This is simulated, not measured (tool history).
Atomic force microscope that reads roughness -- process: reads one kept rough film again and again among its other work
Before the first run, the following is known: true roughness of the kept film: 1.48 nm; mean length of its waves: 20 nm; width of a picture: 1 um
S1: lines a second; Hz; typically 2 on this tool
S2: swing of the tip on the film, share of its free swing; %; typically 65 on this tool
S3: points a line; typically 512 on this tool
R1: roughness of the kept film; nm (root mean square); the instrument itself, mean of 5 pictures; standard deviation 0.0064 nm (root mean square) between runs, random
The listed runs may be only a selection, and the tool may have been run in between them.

run,hour,S1,S2,S3,R1
1,0,2,65,512,1.173
2,53.7,2,65,512,1.224
3,131,2,65,512,1.228
4,191.4,2,75,512,1.189
5,224.9,2,65,422,1.205
6,272.6,2,65,512,1.157
7,341,2,63,512,1.206
8,400,2,63,512,1.226
9,455.8,2,63,512,1.265
10,520.4,2,63,512,1.202
11,567.9,2,63,512,1.226
12,636,1.37,65,512,1.275
13,691,1.37,65,512,1.208
14,736.9,1.37,65,512,1.259
15,814,1.37,65,512,1.278
16,862.7,1.37,65,512,1.2
17,913.6,1.66,65,512,1.243
18,984.7,0.7,65,512,1.296
19,1039.1,0.64,84,512,1.192
20,1107.1,0.99,71,512,1.222
21,1163.7,2.07,60,428,1.261
22,1221.9,1.25,60,602,1.228
23,1281.5,1.25,60,602,1.246
24,1335.3,0.6,59,512,1.325
25,1388.9,3.28,56,257,1.153
26,1448.2,2.25,56,257,1.22
27,1498.7,1.69,56,257,1.272
28,1562.4,0.87,71,956,1.236
29,1606,2.9,69,305,1.144
30,1658.8,2.9,73,663,1.064
31,1702,1.2,86,514,1.146
32,1740.4,2,63,846,1.194
33,1790.5,3.68,63,737,1.168
34,1864.8,1.52,59,256,1.234
35,1898.1,2,64,512,1.179
36,1961.7,2,63,512,1.225

The log once held 23 entries between its listed runs, left out of this copy. Where does each go, and what is different about the tool's unlogged condition between the listed run before it and the listed run after it?
Run 1 -> run 2: new tip fitted (hour 16.5)
  radius of the tip, nm: 10.8 -> 8; height scale over the true one, %: 0.03 -> 0.06
  measured value less the no-hidden-state value, R1: -0.093 -> -0.049 nm (root mean square)
Run 2 -> run 3: new tip fitted (hour 105.8)
  radius of the tip, nm: 8 -> 7.5; height scale over the true one, %: 0.06 -> 0.1
  measured value less the no-hidden-state value, R1: -0.049 -> -0.04 nm (root mean square)
Run 3 -> run 4: new tip fitted (hour 191.4)
  radius of the tip, nm: 7.5 -> 5.6; height scale over the true one, %: 0.1 -> 0.13
  measured value less the no-hidden-state value, R1: -0.04 -> -0.009 nm (root mean square)
Run 6 -> run 7: new tip fitted (hour 278.1)
  radius of the tip, nm: 12 -> 10.2; height scale over the true one, %: 0.17 -> 0.21
  measured value less the no-hidden-state value, R1: -0.108 -> -0.083 nm (root mean square)
Run 7 -> run 8: new tip fitted (hour 364.2)
  radius of the tip, nm: 10.2 -> 8; height scale over the true one, %: 0.21 -> 0.25
  measured value less the no-hidden-state value, R1: -0.083 -> -0.047 nm (root mean square)
Run 8 -> run 9: new tip fitted (hour 452.3)
  radius of the tip, nm: 8 -> 5.7; height scale over the true one, %: 0.25 -> 0.27
  measured value less the no-hidden-state value, R1: -0.047 -> -0.008 nm (root mean square)
Run 10 -> run 11: new tip fitted (hour 538.6)
  radius of the tip, nm: 10.2 -> 7.4; height scale over the true one, %: 0.31 -> 0.33
  measured value less the no-hidden-state value, R1: -0.081 -> -0.036 nm (root mean square)
Run 11 -> run 12: new tip fitted (hour 624.7)
  radius of the tip, nm: 7.4 -> 6.2; height scale over the true one, %: 0.33 -> 0.37
  measured value less the no-hidden-state value, R1: -0.036 -> -0.016 nm (root mean square)
Run 13 -> run 14: new tip fitted (hour 712.8)
  radius of the tip, nm: 10.5 -> 7.4; height scale over the true one, %: 0.4 -> 0.43
  measured value less the no-hidden-state value, R1: -0.086 -> -0.036 nm (root mean square)
Run 14 -> run 15: new tip fitted (hour 797.7)
  radius of the tip, nm: 7.4 -> 6.6; height scale over the true one, %: 0.43 -> 0.47
  measured value less the no-hidden-state value, R1: -0.036 -> -0.021 nm (root mean square)
Run 16 -> run 17: new tip fitted (hour 882.9)
  radius of the tip, nm: 10.5 -> 7.4; height scale over the true one, %: 0.49 -> 0.52
  measured value less the no-hidden-state value, R1: -0.084 -> -0.033 nm (root mean square)
Run 17 -> run 18: new tip fitted (hour 968.2)
  radius of the tip, nm: 7.4 -> 6.9; height scale over the true one, %: 0.52 -> 0.56
  measured value less the no-hidden-state value, R1: -0.033 -> -0.025 nm (root mean square)
Run 19 -> run 20: new tip fitted (hour 1051.7)
  radius of the tip, nm: 11.2 -> 9.7; height scale over the true one, %: 0.59 -> 0.62
  measured value less the no-hidden-state value, R1: -0.093 -> -0.069 nm (root mean square)
Run 20 -> run 21: new tip fitted (hour 1141.3)
  radius of the tip, nm: 9.7 -> 6.7; height scale over the true one, %: 0.62 -> 0.65
  measured value less the no-hidden-state value, R1: -0.069 -> -0.021 nm (root mean square)
Run 22 -> run 23: new tip fitted (hour 1228.7)
  radius of the tip, nm: 11.2 -> 9.9; height scale over the true one, %: 0.68 -> 0.72
  measured value less the no-hidden-state value, R1: -0.095 -> -0.074 nm (root mean square)
Run 23 -> run 24: new tip fitted (hour 1318.8)
  radius of the tip, nm: 9.9 -> 6.6; height scale over the true one, %: 0.72 -> 0.75
  measured value less the no-hidden-state value, R1: -0.074 -> -0.019 nm (root mean square)
Run 25 -> run 26: new tip fitted (hour 1406.8)
  radius of the tip, nm: 10.6 -> 9; height scale over the true one, %: 0.78 -> 0.81
  measured value less the no-hidden-state value, R1: -0.08 -> -0.056 nm (root mean square)
Run 26 -> run 27: new tip fitted (hour 1493.4)
  radius of the tip, nm: 9 -> 5.8; height scale over the true one, %: 0.81 -> 0.83
  measured value less the no-hidden-state value, R1: -0.056 -> -0.003 nm (root mean square)
Run 28 -> run 29: new tip fitted (hour 1580.1)
  radius of the tip, nm: 10.4 -> 7.5; height scale over the true one, %: 0.87 -> 0.89
  measured value less the no-hidden-state value, R1: -0.079 -> -0.029 nm (root mean square)
Run 30 -> run 31: new tip fitted (hour 1664.5)
  radius of the tip, nm: 12.3 -> 8.6; height scale over the true one, %: 0.92 -> 0.94
  measured value less the no-hidden-state value, R1: -0.095 -> -0.045 nm (root mean square)
Run 32 -> run 33: new tip fitted (hour 1748.9)
  radius of the tip, nm: 12 -> 8.4; height scale over the true one, %: 0.96 -> 0.99
  measured value less the no-hidden-state value, R1: -0.101 -> -0.043 nm (root mean square)
Run 33 -> run 34: new tip fitted (hour 1833.8)
  radius of the tip, nm: 8.4 -> 7.7; height scale over the true one, %: 0.99 -> 1.03
  measured value less the no-hidden-state value, R1: -0.043 -> -0.033 nm (root mean square)
Run 35 -> run 36: new tip fitted (hour 1918.7)
  radius of the tip, nm: 10.6 -> 8.7; height scale over the true one, %: 1.05 -> 1.08
  measured value less the no-hidden-state value, R1: -0.077 -> -0.049 nm (root mean square)

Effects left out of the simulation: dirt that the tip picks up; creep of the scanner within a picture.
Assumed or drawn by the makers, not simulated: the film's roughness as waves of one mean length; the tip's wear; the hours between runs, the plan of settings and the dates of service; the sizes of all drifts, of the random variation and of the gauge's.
